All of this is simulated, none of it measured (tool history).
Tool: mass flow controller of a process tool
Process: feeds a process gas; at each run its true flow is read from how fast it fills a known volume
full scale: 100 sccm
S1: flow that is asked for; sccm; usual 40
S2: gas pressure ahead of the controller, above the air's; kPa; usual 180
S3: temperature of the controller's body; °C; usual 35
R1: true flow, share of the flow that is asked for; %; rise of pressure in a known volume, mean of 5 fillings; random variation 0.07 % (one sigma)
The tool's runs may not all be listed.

{"run": 1, "hour": 0.0, "S1": 40, "S2": 180, "S3": 35, "R1": 98.83}
{"run": 2, "hour": 262.0, "S1": 40, "S2": 180, "S3": 35, "R1": 98.87}
{"run": 3, "hour": 632.8, "S1": 40, "S2": 180, "S3": 35, "R1": 98.86}
{"run": 4, "hour": 864.8, "S1": 48, "S2": 180, "S3": 35, "R1": 98.83}
{"run": 5, "hour": 1080.1, "S1": 48, "S2": 180, "S3": 35, "R1": 98.99}
{"run": 6, "hour": 1407.3, "S1": 48, "S2": 180, "S3": 35, "R1": 98.9}
{"run": 7, "hour": 1875.1, "S1": 40, "S2": 180, "S3": 35, "R1": 98.51}
{"run": 8, "hour": 2353.5, "S1": 40, "S2": 180, "S3": 35, "R1": 98.6}
{"run": 9, "hour": 2766.3, "S1": 40, "S2": 180, "S3": 35, "R1": 98.46}
{"run": 10, "hour": 3243.7, "S1": 40, "S2": 180, "S3": 35, "R1": 98.39}
{"run": 11, "hour": 3596.6, "S1": 40, "S2": 180, "S3": 23, "R1": 97.98}
{"run": 12, "hour": 3838.3, "S1": 40, "S2": 180, "S3": 23, "R1": 97.73}
{"run": 13, "hour": 4085.7, "S1": 35, "S2": 180, "S3": 23, "R1": 97.76}
{"run": 14, "hour": 4316.5, "S1": 35, "S2": 180, "S3": 23, "R1": 97.65}
{"run": 15, "hour": 4645.0, "S1": 35, "S2": 144, "S3": 23, "R1": 97.68}
{"run": 16, "hour": 4907.2, "S1": 35, "S2": 144, "S3": 23, "R1": 97.8}
{"run": 17, "hour": 5140.2, "S1": 40, "S2": 180, "S3": 31, "R1": 97.92}
{"run": 18, "hour": 5563.4, "S1": 40, "S2": 185, "S3": 38, "R1": 98.12}
{"run": 19, "hour": 6059.2, "S1": 40, "S2": 185, "S3": 34, "R1": 97.93}
{"run": 20, "hour": 6396.7, "S1": 34, "S2": 209, "S3": 24, "R1": 97.33}
{"run": 21, "hour": 6908.3, "S1": 12, "S2": 181, "S3": 37, "R1": 97.09}
{"hour": 7287.6, "done": "controller exchanged for a calibrated one"}
{"run": 22, "hour": 7417.0, "S1": 12, "S2": 234, "S3": 29, "R1": 96.74}
{"hour": 7727.8, "done": "gauge calibrated"}
{"run": 23, "hour": 7737.4, "S1": 11, "S2": 234, "S3": 29, "R1": 97.7}
{"run": 24, "hour": 8244.8, "S1": 19, "S2": 194, "S3": 26, "R1": 97.89}
{"run": 25, "hour": 8777.5, "S1": 40, "S2": 178, "S3": 31, "R1": 98.61}
{"run": 26, "hour": 9108.9, "S1": 57, "S2": 165, "S3": 23, "R1": 98.78}
{"run": 27, "hour": 9513.8, "S1": 50, "S2": 248, "S3": 35, "R1": 98.64}
{"run": 28, "hour": 9830.7, "S1": 40, "S2": 269, "S3": 35, "R1": 98.32}
{"run": 29, "hour": 10280.2, "S1": 94, "S2": 269, "S3": 35, "R1": 99.56}
{"run": 30, "hour": 10596.5, "S1": 22, "S2": 212, "S3": 37, "R1": 97.99}
{"run": 31, "hour": 10825.4, "S1": 70, "S2": 210, "S3": 30, "R1": 98.9}
{"run": 32, "hour": 11039.6, "S1": 70, "S2": 210, "S3": 30, "R1": 98.89}
{"run": 33, "hour": 11327.8, "S1": 14, "S2": 180, "S3": 35, "R1": 97.64}

3 ways to go on from here, each from the tool as it stands after run 33. What would each give?
{"run": "A", "hour": 11787.8, "S1": 23, "S2": 180, "S3": 23, "R1": "?"}
{"run": "B", "hour": 11787.8, "S1": 42, "S2": 160, "S3": 29, "R1": "?"}
{"run": "C", "hour": 11787.8, "S1": 28, "S2": 153, "S3": 33, "R1": "?"}

run=A R1=97.39
run=B R1=98.12
run=C R1=97.94
Without the tool's hidden state the same runs would have given:
run=A R1=97.97
run=B R1=98.69
run=C R1=98.52
